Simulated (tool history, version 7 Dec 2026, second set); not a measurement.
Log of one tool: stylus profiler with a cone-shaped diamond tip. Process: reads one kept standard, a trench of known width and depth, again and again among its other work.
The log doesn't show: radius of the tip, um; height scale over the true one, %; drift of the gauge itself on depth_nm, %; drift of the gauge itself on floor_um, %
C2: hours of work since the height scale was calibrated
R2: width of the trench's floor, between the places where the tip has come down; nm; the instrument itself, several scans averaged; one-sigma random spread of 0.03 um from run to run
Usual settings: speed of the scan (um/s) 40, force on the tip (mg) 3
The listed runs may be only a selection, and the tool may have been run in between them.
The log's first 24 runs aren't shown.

Run 25, hour 286.8: usual settings but speed of the scan (um/s) 19; scans with this tip 1903; C2 476. Result: depth of the trench (Å) 1012.3, R2 98680 nm.
Run 26, hour 301.5: usual settings but speed of the scan (um/s) 19, force on the tip (mg) 1.7; scans with this tip 1933; C2 483. Result: depth of the trench (Å) 1009.3, R2 98650 nm.
Run 27, hour 314.2: usual settings but speed of the scan (um/s) 11, force on the tip (mg) 2.31; scans with this tip 1959; C2 490. Result: depth of the trench (Å) 1009.4, R2 98700 nm.
Run 28, hour 328.2: usual settings but speed of the scan (um/s) 45; scans with this tip 1988; C2 497. Result: depth of the trench (Å) 1012.1, R2 98560 nm.
Run 29, hour 336.4: usual settings but speed of the scan (um/s) 45; scans with this tip 2005; C2 501. Result: depth of the trench (Å) 1012.6, R2 98580 nm.
Run 30, hour 351.8: usual settings but speed of the scan (um/s) 45; scans with this tip 2036; C2 509. Result: depth of the trench (Å) 1010.7, R2 98660 nm.
Run 31, hour 361: usual settings but speed of the scan (um/s) 99, force on the tip (mg) 2.89; scans with this tip 2055; C2 513. Result: depth of the trench (Å) 1010.8, R2 98410 nm.
Run 32, hour 368.1: usual settings but speed of the scan (um/s) 99, force on the tip (mg) 2.69; scans with this tip 2069; C2 517. Result: depth of the trench (Å) 1011.7, R2 98370 nm.
Run 33, hour 376.3: usual settings but speed of the scan (um/s) 150, force on the tip (mg) 1.44; scans with this tip 2086; C2 521. Result: depth of the trench (Å) 1007.3, R2 98030 nm.
Run 34, hour 387.6: usual settings but speed of the scan (um/s) 94, force on the tip (mg) 3.28; scans with this tip 2109; C2 527. Result: depth of the trench (Å) 1012, R2 98460 nm.
Run 35, hour 396.9: usual settings but speed of the scan (um/s) 21, force on the tip (mg) 3.59; scans with this tip 2128; C2 532. Result: depth of the trench (Å) 1013.8, R2 98700 nm.
Run 36, hour 407.7: usual settings but speed of the scan (um/s) 32, force on the tip (mg) 1.04; scans with this tip 2150; C2 537. Result: depth of the trench (Å) 1008, R2 98620 nm.
Run 37, hour 424.1: usual settings but speed of the scan (um/s) 37, force on the tip (mg) 1.72; scans with this tip 2184; C2 546. Result: depth of the trench (Å) 1009.1, R2 98610 nm.
Run 38, hour 440.2: usual settings but speed of the scan (um/s) 73; scans with this tip 2217; C2 554. Result: depth of the trench (Å) 1013.1, R2 98490 nm.
Run 39, hour 457.7: usual settings but speed of the scan (um/s) 20, force on the tip (mg) 6.15; scans with this tip 2253; C2 563. Result: depth of the trench (Å) 1020.2, R2 98690 nm.
Run 40, hour 473: usual settings but speed of the scan (um/s) 24; scans with this tip 2284; C2 571. Result: depth of the trench (Å) 1013.3, R2 98650 nm.
Run 41, hour 487.4: usual settings but speed of the scan (um/s) 62, force on the tip (mg) 1.58; scans with this tip 2313; C2 578. Result: depth of the trench (Å) 1007.1, R2 98430 nm.
Run 42, hour 496.4: usual settings but speed of the scan (um/s) 62, force on the tip (mg) 1.58; scans with this tip 2332; C2 583. Result: depth of the trench (Å) 1008.8, R2 98430 nm.
Run 43, hour 512.6: usual settings but speed of the scan (um/s) 13, force on the tip (mg) 1.6; scans with this tip 2365; C2 591. Result: depth of the trench (Å) 1008.3, R2 98640 nm.
Run 44, hour 527.1: usual settings but speed of the scan (um/s) 44, force on the tip (mg) 6.6; scans with this tip 2394; C2 598. Result: depth of the trench (Å) 1021.7, R2 98680 nm.
Run 45, hour 534.9: usual settings but speed of the scan (um/s) 69, force on the tip (mg) 2.06; scans with this tip 2410; C2 602. Result: depth of the trench (Å) 1007.8, R2 98500 nm.
Run 46, hour 548.4: usual settings but speed of the scan (um/s) 48, force on the tip (mg) 1.91; scans with this tip 2438; C2 609. Result: depth of the trench (Å) 1009.1, R2 98520 nm.
Run 47, hour 557.8: usual settings but speed of the scan (um/s) 48, force on the tip (mg) 6.51; scans with this tip 2457; C2 614. Result: depth of the trench (Å) 1021.7, R2 98600 nm.

What if the next run were any one of these 3? Each begins from the tool's condition after run 47:
Run A, hour 567.6: usual settings but speed of the scan (um/s) 77, force on the tip (mg) 4.44; scans with this tip 2477; C2 619. Result: depth of the trench (Å) ?, R2 ?.
Run B, hour 567.6: usual settings but speed of the scan (um/s) 19, force on the tip (mg) 5.39; scans with this tip 2477; C2 619. Result: depth of the trench (Å) ?, R2 ?.
Run C, hour 567.6: usual settings but speed of the scan (um/s) 22, force on the tip (mg) 6.51; scans with this tip 2477; C2 619. Result: depth of the trench (Å) ?, R2 ?.

run  depth of the trench (Å)     R2
  A                   1017.6  98550
  B                   1020.1  98700
  C                   1020.2  98680
What these runs would have given with no unlogged condition in the tool:
run  depth of the trench (Å)     R2
  A                   1017.5  98550
  B                   1019.9  98700
  C                   1020.1  98690
